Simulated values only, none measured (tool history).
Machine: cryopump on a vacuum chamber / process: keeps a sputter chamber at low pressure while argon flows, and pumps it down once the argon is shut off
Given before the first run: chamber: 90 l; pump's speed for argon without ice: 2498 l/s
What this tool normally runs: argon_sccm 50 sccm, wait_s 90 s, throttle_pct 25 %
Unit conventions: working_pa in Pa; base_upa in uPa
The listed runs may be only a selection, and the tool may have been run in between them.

| run | day | argon_sccm | wait_s | throttle_pct | working_pa | base_upa |
|---|---|---|---|---|---|---|
| 1 | 0 | 50 | 90 | 25 | 0.1403 | 1.34 |
| 2 | 1.683 | 22 | 90 | 25 | 0.0611 | 1.45 |
| 3 | 3.517 | 50 | 51 | 25 | 0.1404 | 1.61 |
| 4 | 6.704 | 50 | 51 | 25 | 0.1404 | 1.6 |
| 5 | 9.438 | 50 | 51 | 25 | 0.1411 | 1.59 |
| 6 | 11.696 | 50 | 90 | 22 | 0.1593 | 1.49 |
| 7 | 13.467 | 54 | 90 | 25 | 0.1533 | 1.48 |
|  | 14.242 | pump warmed up, emptied and cooled again |
| 8 | 16.358 | 50 | 90 | 25 | 0.1368 | 1.31 |
| 9 | 20.233 | 50 | 90 | 25 | 0.1366 | 1.36 |
| 10 | 22.554 | 50 | 90 | 25 | 0.1369 | 1.37 |
| 11 | 24.912 | 50 | 90 | 25 | 0.1363 | 1.35 |
| 12 | 26.533 | 50 | 90 | 25 | 0.1369 | 1.39 |
| 13 | 28.683 | 50 | 90 | 25 | 0.1377 | 1.38 |
| 14 | 32.158 | 50 | 90 | 25 | 0.137 | 1.45 |
|  | 34.417 | leaking fittings of the chamber tightened, without venting |
| 15 | 34.946 | 50 | 90 | 25 | 0.1383 | 0.31 |
| 16 | 37.767 | 50 | 90 | 25 | 0.1382 | 0.33 |
| 17 | 41.083 | 50 | 21 | 25 | 0.1381 | 0.99 |
| 18 | 44.625 | 78 | 90 | 19 | 0.2839 | 0.36 |
| 19 | 46.867 | 78 | 90 | 50 | 0.1127 | 0.41 |
| 20 | 48.542 | 67 | 130 | 39 | 0.1218 | 0.3 |
| 21 | 51.117 | 56 | 90 | 23 | 0.1693 | 0.41 |
| 22 | 52.975 | 21 | 63 | 32 | 0.0464 | 0.48 |
| 23 | 56.054 | 94 | 90 | 22 | 0.2993 | 0.41 |
| 24 | 58.371 | 94 | 90 | 22 | 0.3002 | 0.43 |
| 25 | 62.308 | 94 | 90 | 22 | 0.3009 | 0.41 |
|  | 64.996 | pump warmed up, emptied and cooled again |
| 26 | 66.267 | 50 | 100 | 25 | 0.1365 | 0.35 |
| 27 | 68.017 | 29 | 256 | 25 | 0.079 | 0.3 |
| 28 | 71.429 | 29 | 36 | 25 | 0.0789 | 0.67 |
| 29 | 73.146 | 48 | 177 | 25 | 0.1308 | 0.34 |
| 30 | 75.783 | 54 | 47 | 18 | 0.2054 | 0.64 |
| 31 | 78.046 | 84 | 90 | 18 | 0.3188 | 0.47 |
| 32 | 80.488 | 84 | 90 | 18 | 0.319 | 0.46 |
| 33 | 82.317 | 50 | 90 | 17 | 0.2021 | 0.44 |

For each run, the measured value with the value that run would have given without the tool's hidden condition subtracted. The run-to-run variation is shared by both, the gauge scatter possibly not:
Hidden conditions of the tool in this case: pump's speed, % of a pump's without ice; cold plate's temperature, K; leak into the chamber, uPa l/s; drift of the gauge itself on working_pa, %; drift of the gauge itself on base_upa, %.
| run | working_pa | base_upa |
|---|---|---|
| 1 | +0.0045 | +1.05 |
| 2 | +0.0021 | +1.14 |
| 3 | +0.0049 | +1.14 |
| 4 | +0.0054 | +1.15 |
| 5 | +0.0058 | +1.15 |
| 6 | +0.006 | +1.19 |
| 7 | +0.0068 | +1.19 |
| 8 | +0.0007 | +1.01 |
| 9 | +0.0011 | +1.03 |
| 10 | +0.0014 | +1.05 |
| 11 | +0.0015 | +1.07 |
| 12 | +0.0017 | +1.09 |
| 13 | +0.002 | +1.09 |
| 14 | +0.0024 | +1.14 |
| 15 | +0.0027 | +0.03 |
| 16 | +0.003 | +0.04 |
| 17 | +0.0034 | +0.05 |
| 18 | +0.0059 | +0.06 |
| 19 | +0.0063 | +0.07 |
| 20 | +0.0056 | +0.07 |
| 21 | +0.0051 | +0.09 |
| 22 | +0.002 | +0.09 |
| 23 | +0.0098 | +0.1 |
| 24 | +0.0103 | +0.11 |
| 25 | +0.0113 | +0.12 |
| 26 | +0.0008 | +0.1 |
| 27 | +0.0005 | +0.11 |
| 28 | +0.0007 | +0.12 |
| 29 | +0.0014 | +0.12 |
| 30 | +0.0019 | +0.13 |
| 31 | +0.0033 | +0.14 |
| 32 | +0.0037 | +0.14 |
| 33 | +0.0024 | +0.15 |
